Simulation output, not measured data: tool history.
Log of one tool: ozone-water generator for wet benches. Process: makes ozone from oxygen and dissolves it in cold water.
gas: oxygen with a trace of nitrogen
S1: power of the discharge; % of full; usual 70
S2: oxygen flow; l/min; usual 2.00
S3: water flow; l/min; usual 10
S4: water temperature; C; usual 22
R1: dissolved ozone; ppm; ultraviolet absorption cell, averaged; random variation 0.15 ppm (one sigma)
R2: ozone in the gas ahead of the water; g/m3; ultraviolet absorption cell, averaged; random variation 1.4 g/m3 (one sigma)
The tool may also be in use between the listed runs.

run,day,S1,S2,S3,S4,R1,R2
1,0.000,70,2.00,10,22,18.2,254.5
2,2.762,70,2.00,10,22,18.3,255.4
3,7.567,70,2.00,10,22,18.4,252.5
4,11.054,70,2.00,10,22,18.2,254.8
5,16.675,70,2.00,10,22,18.2,253.8
6,20.650,70,1.51,9,26,18.6,298.0
7,23.667,70,1.51,9,26,18.7,297.6
8,30.246,70,2.31,10,25,17.6,233.9
9,35.100,63,2.00,10,25,16.0,233.5
10,41.412,63,2.00,10,25,15.9,236.0

Forecast each of these 5 alternatives for the next run:
A,46.396,88,2.00,10,20,?,?
B,46.396,63,2.00,12,25,?,?
C,46.396,61,2.00,9,21,?,?
D,46.396,70,2.00,13,26,?,?
E,46.396,54,2.00,11,25,?,?

run,R1,R2
A,22.4,305.3
B,13.7,234.5
C,17.9,227.8
D,13.6,254.1
E,13.0,208.8
Without the tool's hidden state the same runs would have given:
run,R1,R2
A,22.4,305.4
B,13.7,234.6
C,17.9,227.9
D,13.6,254.2
E,13.0,208.8

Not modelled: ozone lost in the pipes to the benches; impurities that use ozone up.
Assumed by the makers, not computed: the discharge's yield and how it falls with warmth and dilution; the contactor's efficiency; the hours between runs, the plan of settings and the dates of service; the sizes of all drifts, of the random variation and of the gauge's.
